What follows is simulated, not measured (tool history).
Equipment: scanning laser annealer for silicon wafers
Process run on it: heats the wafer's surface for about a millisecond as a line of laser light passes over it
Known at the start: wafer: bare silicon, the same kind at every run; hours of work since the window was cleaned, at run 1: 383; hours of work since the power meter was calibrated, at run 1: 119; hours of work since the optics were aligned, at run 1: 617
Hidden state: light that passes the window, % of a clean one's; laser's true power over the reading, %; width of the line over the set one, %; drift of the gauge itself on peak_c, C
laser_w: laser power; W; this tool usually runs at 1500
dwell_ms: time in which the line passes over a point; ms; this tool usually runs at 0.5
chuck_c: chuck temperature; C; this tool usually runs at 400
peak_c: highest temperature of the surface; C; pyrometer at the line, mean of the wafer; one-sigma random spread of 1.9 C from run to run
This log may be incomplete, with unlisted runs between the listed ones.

run   hour  laser_w  dwell_ms  chuck_c  hours of work since the window was cleaned  hours of work since the power meter was calibrated  hours of work since the optics were aligned  peak_c
  1      0     1500       0.5      400                                         383                                                 119                                          617    1125
  2   21.1     1500     0.552      400                                         392                                                 128                                          626    1163
  3   43.4     1500       0.5      440                                         401                                                 137                                          635    1166
  4   63.5     1500       0.5      428                                         409                                                 145                                          643    1153
  5   75.7     1500     0.558      428                                         414                                                 150                                          648    1195
  6   96.5     1500     0.558      428                                         422                                                 158                                          656    1192
  7  113.1     1500       0.5      417                                         429                                                 165                                          663    1139
  8  127.8     1500       0.5      417                                         435                                                 171                                          669    1141
  9  142.4     1647       0.5      400                                         441                                                 177                                          675    1197
 10  160.3     1500       0.5      419                                         448                                                 184                                          682    1140
 11  183.1     1500       0.5      437                                         458                                                 193                                          691    1155
 12  207.1     1500       0.5      400                                         467                                                 203                                          701    1124
 13  223.4     1500       0.5      400                                         474                                                 210                                          708    1121
 14  235.6     1500       0.5      400                                         479                                                 215                                          713    1121
 15    256     1500       0.5      400                                         487                                                 223                                          721    1121
 16    281     1500       0.5      400                                         497                                                 233                                          731    1122
 17  299.9     1500       0.5      400                                         505                                                 241                                          739    1123
 18  319.5     1500       0.5      400                                         513                                                 249                                          747    1118
 19    341     1500       0.5      400                                         522                                                 257                                          755    1120
 20  353.5     1500       0.5      400                                         527                                                 263                                          761    1117
 21  366.4     1442      0.45      383                                         532                                                 268                                          766    1040
 22  379.4     1500     0.447      400                                         537                                                 273                                          771    1081
 23  395.8     1517     0.427      400                                         544                                                 280                                          778    1072
 24  412.5     1517     0.427      400                                         551                                                 286                                          785    1072
 25  437.4     1465      0.44      376                                         561                                                 297                                          795    1034
 26  462.5     1527     0.553      418                                         571                                                 307                                          805    1188
 27  485.2     1527     0.553      418                                         580                                                 316                                          814    1191
 28  506.1     1527     0.387      427                                         589                                                 324                                          823    1073
 29  529.2     1500      0.53      422                                         598                                                 334                                          832    1161
 30  545.1     1500     0.605      419                                         605                                                 340                                          838    1202
 31    567     1500      0.38      437                                         614                                                 349                                          847    1064
 32  582.3     1547     0.412      381                                         620                                                 355                                          853    1055
 33  604.2     1547     0.412      381                                         629                                                 364                                          862    1054
 34  624.1     1445      0.61      422                                         637                                                 372                                          870    1183
 35  640.4     1445      0.61      422                                         643                                                 379                                          877    1179
 36  653.8     1343     0.556      429                                         649                                                 384                                          882    1101
 37  669.2     1500     0.425      406                                         655                                                 391                                          889    1065
 38  685.1     1500     0.425      406                                         661                                                 397                                          895    1065
 39  708.4     1594     0.362      415                                         671                                                 407                                          905    1064
 40  733.8     1637     0.446      400                                         681                                                 417                                          915    1139

Below, some changes in peak_c between adjacent runs. For each, the amount present without the hidden state too (settings, incoming material, random variation) and the amount remaining for the hidden state with gauge scatter not shared by both compared results:
Run 25 -> 26: laser_w 1465 -> 1527, dwell_ms 0.44 -> 0.553, chuck_c 376 -> 418. peak_c +154 C: hidden state -5, all else +159.
Run 27 -> 28: dwell_ms 0.553 -> 0.387, chuck_c 418 -> 427. peak_c -118 C: hidden state +4, all else -122.
Run 30 -> 31: dwell_ms 0.605 -> 0.38, chuck_c 419 -> 437. peak_c -138 C: hidden state +6, all else -144.
Run 33 -> 34: laser_w 1547 -> 1445, dwell_ms 0.412 -> 0.61, chuck_c 381 -> 422. peak_c +129 C: hidden state -3, all else +132.
